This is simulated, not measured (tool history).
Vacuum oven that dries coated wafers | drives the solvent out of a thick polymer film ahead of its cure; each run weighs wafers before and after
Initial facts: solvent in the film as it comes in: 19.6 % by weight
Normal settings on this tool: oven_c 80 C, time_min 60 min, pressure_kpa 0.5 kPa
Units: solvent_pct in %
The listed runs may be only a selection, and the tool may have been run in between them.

{"run": 1, "hour": 0.0, "oven_c": 80, "time_min": 60, "pressure_kpa": 0.5, "solvent_pct": 1.39}
{"run": 2, "hour": 7.7, "oven_c": 87, "time_min": 60, "pressure_kpa": 0.5, "solvent_pct": 0.46}
{"run": 3, "hour": 17.4, "oven_c": 87, "time_min": 60, "pressure_kpa": 0.5, "solvent_pct": 0.45}
{"run": 4, "hour": 23.9, "oven_c": 87, "time_min": 60, "pressure_kpa": 0.5, "solvent_pct": 0.44}
{"run": 5, "hour": 33.8, "oven_c": 80, "time_min": 60, "pressure_kpa": 0.5, "solvent_pct": 1.4}
{"run": 6, "hour": 41.0, "oven_c": 80, "time_min": 60, "pressure_kpa": 0.5, "solvent_pct": 1.34}
{"run": 7, "hour": 47.0, "oven_c": 80, "time_min": 60, "pressure_kpa": 0.451, "solvent_pct": 1.34}
{"run": 8, "hour": 56.8, "oven_c": 80, "time_min": 60, "pressure_kpa": 0.5, "solvent_pct": 1.36}
{"run": 9, "hour": 68.8, "oven_c": 80, "time_min": 60, "pressure_kpa": 0.5, "solvent_pct": 1.36}
{"run": 10, "hour": 79.0, "oven_c": 80, "time_min": 60, "pressure_kpa": 0.5, "solvent_pct": 1.35}
{"hour": 82.1, "done": "oven's thermocouples calibrated"}
{"run": 11, "hour": 89.0, "oven_c": 80, "time_min": 60, "pressure_kpa": 0.5, "solvent_pct": 1.29}
{"run": 12, "hour": 99.9, "oven_c": 80, "time_min": 60, "pressure_kpa": 0.5, "solvent_pct": 1.31}
{"run": 13, "hour": 109.7, "oven_c": 80, "time_min": 37, "pressure_kpa": 0.5, "solvent_pct": 3.19}
{"run": 14, "hour": 122.5, "oven_c": 80, "time_min": 37, "pressure_kpa": 0.5, "solvent_pct": 3.22}
{"run": 15, "hour": 131.1, "oven_c": 80, "time_min": 45, "pressure_kpa": 0.5, "solvent_pct": 2.32}
{"run": 16, "hour": 141.1, "oven_c": 74, "time_min": 31, "pressure_kpa": 0.409, "solvent_pct": 6.39}
{"hour": 144.5, "done": "oven's thermocouples calibrated, once more"}
{"run": 17, "hour": 149.2, "oven_c": 69, "time_min": 36, "pressure_kpa": 0.518, "solvent_pct": 8.66}
{"run": 18, "hour": 159.0, "oven_c": 80, "time_min": 93, "pressure_kpa": 0.5, "solvent_pct": 0.73}
{"run": 19, "hour": 165.4, "oven_c": 74, "time_min": 104, "pressure_kpa": 0.304, "solvent_pct": 1.36}
{"run": 20, "hour": 172.1, "oven_c": 74, "time_min": 104, "pressure_kpa": 0.304, "solvent_pct": 1.34}
{"run": 21, "hour": 182.8, "oven_c": 75, "time_min": 98, "pressure_kpa": 0.692, "solvent_pct": 1.53}
{"run": 22, "hour": 195.8, "oven_c": 80, "time_min": 60, "pressure_kpa": 0.351, "solvent_pct": 1.74}
{"run": 23, "hour": 205.9, "oven_c": 68, "time_min": 58, "pressure_kpa": 0.5, "solvent_pct": 6.32}

Predict the results of run 24:
{"run": 24, "hour": 212.7, "oven_c": 93, "time_min": 37, "pressure_kpa": 0.482, "solvent_pct": "?"}

{"run 24": {"solvent_pct": 0.71}}
Without the tool's hidden state the same run would have given solvent_pct 0.63 %.
